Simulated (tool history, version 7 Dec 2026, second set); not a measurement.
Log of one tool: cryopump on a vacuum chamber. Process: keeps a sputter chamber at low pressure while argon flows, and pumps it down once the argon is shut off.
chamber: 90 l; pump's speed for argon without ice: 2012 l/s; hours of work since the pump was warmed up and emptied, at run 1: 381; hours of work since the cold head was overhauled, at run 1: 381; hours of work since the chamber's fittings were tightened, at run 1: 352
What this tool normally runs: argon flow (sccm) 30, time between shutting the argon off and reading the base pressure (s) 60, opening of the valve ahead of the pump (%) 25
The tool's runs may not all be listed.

run   hour  argon flow (sccm)  time between shutting the argon off and reading the base pressure (s)  opening of the valve ahead of the pump (%)  hours of work since the pump was warmed up and emptied  hours of work since the cold head was overhauled  hours of work since the chamber's fittings were tightened  pressure while argon flows (Pa)  pressure after the wait (uPa)
  1    0.0                 30                                                                     60                                          25                                                     381                                               381                                                        352                           0.1060                           0.84
  2   10.6                 30                                                                     60                                          25                                                     389                                               389                                                        360                           0.1062                           0.85
  3   24.8                 30                                                                     60                                          25                                                     399                                               399                                                        370                           0.1065                           0.84
  4   33.2                 30                                                                     60                                          25                                                     405                                               405                                                        376                           0.1060                           0.83
  5   40.7                 34                                                                     60                                          25                                                     411                                               411                                                        381                           0.1206                           0.86
  6   50.1                 34                                                                     60                                          25                                                     418                                               418                                                        388                           0.1201                           0.84
  7   65.4                 34                                                                     60                                          25                                                     429                                               429                                                        400                           0.1202                           0.85
  8   77.9                 34                                                                     60                                          25                                                     438                                               438                                                        409                           0.1199                           0.87
  9   85.5                 34                                                                     60                                          25                                                     444                                               444                                                        414                           0.1210                           0.88
 10   94.8                 17                                                                     60                                          25                                                     451                                               451                                                        421                           0.0604                           0.87
 11  103.5                 30                                                                     60                                          25                                                     457                                               457                                                        427                           0.1061                           0.87
 12  116.1                 30                                                                     60                                          25                                                     466                                               466                                                        437                           0.1061                           0.86
 13  130.1                 23                                                                     60                                          25                                                     476                                               476                                                        447                           0.0818                           0.85
 14  138.1                 23                                                                     60                                          26                                                     482                                               482                                                        453                           0.0792                           0.92
 15  151.0                 23                                                                     60                                          26                                                     492                                               492                                                        462                           0.0797                           0.87
 16  166.1                 23                                                                     57                                          26                                                     503                                               503                                                        473                           0.0785                           0.87
 17  180.5                 46                                                                     57                                          26                                                     513                                               513                                                        484                           0.1596                           0.93
 18  193.5                 33                                                                    229                                          24                                                     523                                               523                                                        493                           0.1228                           0.48
 19  207.7                 33                                                                    229                                          24                                                     533                                               533                                                        504                           0.1230                           0.45
 20  221.2                 33                                                                     26                                          19                                                     543                                               543                                                        514                           0.1526                           1.65
     228.5  -- pump warmed up, emptied and cooled again
 21  239.7                 33                                                                     26                                          19                                                       8                                               553                                                        523                           0.1465                           1.59
 22  246.9                 33                                                                     26                                          19                                                      13                                               558                                                        529                           0.1459                           1.63
 23  259.6                 42                                                                     60                                          33                                                      23                                               567                                                        538                           0.1073                           0.83
 24  274.3                 30                                                                     77                                          15                                                      34                                               578                                                        549                           0.1681                           0.76
 25  283.6                 18                                                                     83                                          53                                                      40                                               585                                                        555                           0.0291                           0.72
 26  297.8                 18                                                                    136                                          30                                                      51                                               595                                                        566                           0.0515                           0.54
 27  313.2                 18                                                                     65                                          19                                                      62                                               607                                                        577                           0.0794                           0.79
 28  327.8                 54                                                                     81                                          25                                                      73                                               617                                                        588                           0.1828                           0.72
 29  343.3                 46                                                                     81                                          27                                                      84                                               629                                                        599                           0.1455                           0.70
 30  357.5                 16                                                                     81                                          27                                                      94                                               639                                                        609                           0.0509                           0.69
 31  364.3                 16                                                                     81                                          27                                                      99                                               644                                                        614                           0.0513                           0.73
 32  379.3                 55                                                                     81                                          35                                                     110                                               655                                                        625                           0.1345                           0.70
 33  393.3                 16                                                                     88                                          54                                                     121                                               665                                                        636                           0.0258                           0.70

Describe how what the log doesn't record of the tool's condition differs between the last listed run preceding each entry between runs and the first listed run following it.
Run 20 -> run 21: pump warmed up, emptied and cooled again (hour 228.5)
  pump's speed, % of a pump's without ice: 78.5 -> 98.9; leak into the chamber, uPa l/s: 493 -> 497
  measured minus no-state result, pressure while argon flows (Pa): +0.0078 -> +0.0005; pressure after the wait (uPa): +0.17 -> +0.10
